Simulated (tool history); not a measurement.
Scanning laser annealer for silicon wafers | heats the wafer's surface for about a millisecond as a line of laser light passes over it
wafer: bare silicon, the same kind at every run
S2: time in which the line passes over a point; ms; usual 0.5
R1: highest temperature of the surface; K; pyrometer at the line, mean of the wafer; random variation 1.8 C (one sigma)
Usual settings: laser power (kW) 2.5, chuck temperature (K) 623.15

Run 1, hour 0: usual settings. Result: R1 1354.15 K.
Run 2, hour 17.9: usual settings but S2 0.594 ms. Result: R1 1422.15 K.
Run 3, hour 45.2: usual settings but S2 0.594 ms. Result: R1 1422.15 K.
Run 4, hour 63.9: usual settings but S2 0.529 ms. Result: R1 1373.15 K.
Run 5, hour 81.1: usual settings but laser power (kW) 2.273. Result: R1 1282.15 K.
Run 6, hour 104.1: usual settings. Result: R1 1357.15 K.
Run 7, hour 121.9: usual settings but chuck temperature (K) 591.15. Result: R1 1322.15 K.
Run 8, hour 148.2: usual settings but S2 0.611 ms. Result: R1 1426.15 K.
Run 9, hour 175.8: usual settings but S2 0.611 ms. Result: R1 1428.15 K.
Run 10, hour 194.4: usual settings but S2 0.611 ms. Result: R1 1428.15 K.
Run 11, hour 219.1: usual settings but laser power (kW) 2.273. Result: R1 1286.15 K.
Run 12, hour 251.1: usual settings. Result: R1 1358.15 K.
Run 13, hour 279.7: usual settings but laser power (kW) 2.719. Result: R1 1419.15 K.
Run 14, hour 293.7: usual settings. Result: R1 1353.15 K.
Run 15, hour 313: usual settings but S2 0.602 ms. Result: R1 1425.15 K.
Run 16, hour 331: usual settings. Result: R1 1355.15 K.
Run 17, hour 363.7: usual settings. Result: R1 1354.15 K.
Run 18, hour 384.5: usual settings. Result: R1 1351.15 K.
Run 19, hour 407.2: usual settings. Result: R1 1356.15 K.
Run 20, hour 431.4: usual settings. Result: R1 1354.15 K.
Run 21, hour 457.6: usual settings but laser power (kW) 2.132. Result: R1 1244.15 K.
Run 22, hour 471.9: usual settings but laser power (kW) 2.504, S2 0.418 ms, chuck temperature (K) 619.15. Result: R1 1290.15 K.
Run 23, hour 501.7: usual settings but laser power (kW) 2.353, S2 0.528 ms, chuck temperature (K) 632.15. Result: R1 1337.15 K.
At hour 530: window over the wafer cleaned.
Run 24, hour 537.4: usual settings but laser power (kW) 2.353, S2 0.528 ms, chuck temperature (K) 632.15. Result: R1 1335.15 K.
Run 25, hour 562.2: usual settings but laser power (kW) 2.353, S2 0.416 ms, chuck temperature (K) 632.15. Result: R1 1261.15 K.
Run 26, hour 593.9: usual settings but laser power (kW) 2.353, S2 0.416 ms, chuck temperature (K) 632.15. Result: R1 1260.15 K.
Run 27, hour 609.4: usual settings but laser power (kW) 2.328, S2 0.355 ms, chuck temperature (K) 632.15. Result: R1 1210.15 K.
Run 28, hour 624.2: usual settings but laser power (kW) 2.633, S2 0.449 ms, chuck temperature (K) 649.15. Result: R1 1384.15 K.
Run 29, hour 655.2: usual settings but laser power (kW) 2.633, S2 0.449 ms, chuck temperature (K) 649.15. Result: R1 1382.15 K.
Run 30, hour 669.9: usual settings but laser power (kW) 2.455, chuck temperature (K) 583.15. Result: R1 1302.15 K.
Run 31, hour 698.9: usual settings but laser power (kW) 2.455, chuck temperature (K) 583.15. Result: R1 1301.15 K.
Run 32, hour 721.8: usual settings but laser power (kW) 2.455, chuck temperature (K) 583.15. Result: R1 1299.15 K.
Run 33, hour 737.5: usual settings but S2 0.371 ms, chuck temperature (K) 597.15. Result: R1 1231.15 K.
Run 34, hour 753.3: usual settings but laser power (kW) 2.525, S2 0.368 ms, chuck temperature (K) 597.15. Result: R1 1235.15 K.
Run 35, hour 779.3: usual settings but laser power (kW) 2.332. Result: R1 1301.15 K.
Run 36, hour 809.3: usual settings but chuck temperature (K) 640.15. Result: R1 1370.15 K.
Run 37, hour 824.6: usual settings but laser power (kW) 2.598, S2 0.6 ms. Result: R1 1454.15 K.
Run 38, hour 839.8: usual settings but laser power (kW) 2.598, S2 0.6 ms. Result: R1 1453.15 K.
Run 39, hour 869.4: usual settings but laser power (kW) 2.353, S2 0.6 ms, chuck temperature (K) 601.15. Result: R1 1350.15 K.
Run 40, hour 901.3: usual settings but laser power (kW) 2.431, S2 0.529 ms, chuck temperature (K) 657.15. Result: R1 1389.15 K.
Run 41, hour 922.4: usual settings but laser power (kW) 2.437, S2 0.504 ms, chuck temperature (K) 657.15. Result: R1 1374.15 K.

Forecast each of these 3 alternatives for the next run:
Run A, hour 950.8: usual settings but laser power (kW) 2.437, S2 0.51 ms, chuck temperature (K) 657.15. Result: R1 ?.
Run B, hour 950.8: usual settings but laser power (kW) 2.226, S2 0.438 ms, chuck temperature (K) 585.15. Result: R1 ?.
Run C, hour 950.8: usual settings but S2 0.354 ms. Result: R1 ?.

run       R1
  A  1378.15
  B  1189.15
  C  1242.15
Without the tool's hidden state the same runs would have given:
run       R1
  A  1378.15
  B  1190.15
  C  1242.15

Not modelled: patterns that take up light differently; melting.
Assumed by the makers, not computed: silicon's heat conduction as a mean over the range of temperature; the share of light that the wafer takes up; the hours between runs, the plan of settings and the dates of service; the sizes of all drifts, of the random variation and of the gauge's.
